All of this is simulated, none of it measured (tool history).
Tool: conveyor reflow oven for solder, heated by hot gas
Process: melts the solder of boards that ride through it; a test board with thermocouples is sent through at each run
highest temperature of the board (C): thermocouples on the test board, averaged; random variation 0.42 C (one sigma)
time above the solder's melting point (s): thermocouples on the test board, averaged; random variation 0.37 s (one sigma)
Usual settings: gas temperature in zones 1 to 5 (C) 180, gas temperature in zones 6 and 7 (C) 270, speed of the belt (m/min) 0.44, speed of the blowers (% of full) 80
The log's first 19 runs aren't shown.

run     day  gas temperature in zones 1 to 5 (C)  gas temperature in zones 6 and 7 (C)  speed of the belt (m/min)  speed of the blowers (% of full)  hours of work since the flux was cleaned out  hours of work since the belt drive was overhauled  hours of work since the thermocouples were changed  highest temperature of the board (C)  time above the solder's melting point (s)
 20  15.062                                  173                                   270                       0.44                                83                                           169                                                739                                                 247                                 255.2                                         76
 21  15.862                                  173                                   270                       0.44                                83                                           178                                                748                                                 256                                 255.4                                       74.6
     16.129  -- belt drive overhauled, speed set with a stopwatch
 22  17.033                                  180                                   272                      0.463                                80                                           189                                                 10                                                 267                                 256.6                                       74.8
     18.133  -- belt drive overhauled, speed set with a stopwatch, once more
 23  18.208                                  178                                   278                       0.44                                80                                           200                                                  1                                                 278                                 262.4                                       80.6
 24  19.342                                  190                                   260                      0.351                                69                                           213                                                 14                                                 291                                 252.5                                      103.1
 25  20.325                                  180                                   270                      0.359                                80                                           224                                                 25                                                 302                                 261.4                                      100.5
 26  21.438                                  191                                   270                      0.465                                80                                           237                                                 37                                                 315                                 255.4                                       78.3
 27  22.388                                  172                                   279                      0.517                                78                                           247                                                 48                                                 325                                   256                                       60.4
 28  23.358                                  169                                   279                      0.517                                90                                           258                                                 59                                                 336                                 256.4                                         61
 29  24.042                                  169                                   279                      0.517                                90                                           266                                                 66                                                 344                                 256.7                                       61.3
 30  24.754                                  190                                   279                      0.517                                76                                           274                                                 74                                                 352                                 259.1                                       71.5
 31   25.35                                  190                                   279                      0.517                                56                                           281                                                 81                                                 358                                 254.4                                       66.2

4 ways to go on from here, each from the tool as it stands after run 31. What would each give?
  A  26.175                                  190                                   279                      0.517                                64                                           290                                                 90                                                 368                                     ?                                          ?
  B  26.175                                  168                                   270                       0.44                                80                                           290                                                 90                                                 368                                     ?                                          ?
  C  26.175                                  180                                   262                       0.44                                80                                           290                                                 90                                                 368                                     ?                                          ?
  D  26.175                                  192                                   268                      0.453                                80                                           290                                                 90                                                 368                                     ?                                          ?

run  highest temperature of the board (C)  time above the solder's melting point (s)
  A                                 256.6                                       69.3
  B                                 252.5                                       69.7
  C                                 247.1                                       70.5
  D                                 253.6                                       79.7
Without the tool's hidden state the same runs would have given:
run  highest temperature of the board (C)  time above the solder's melting point (s)
  A                                 259.7                                       71.9
  B                                 255.6                                       73.1
  C                                 249.8                                       73.9
  D                                 256.2                                         82
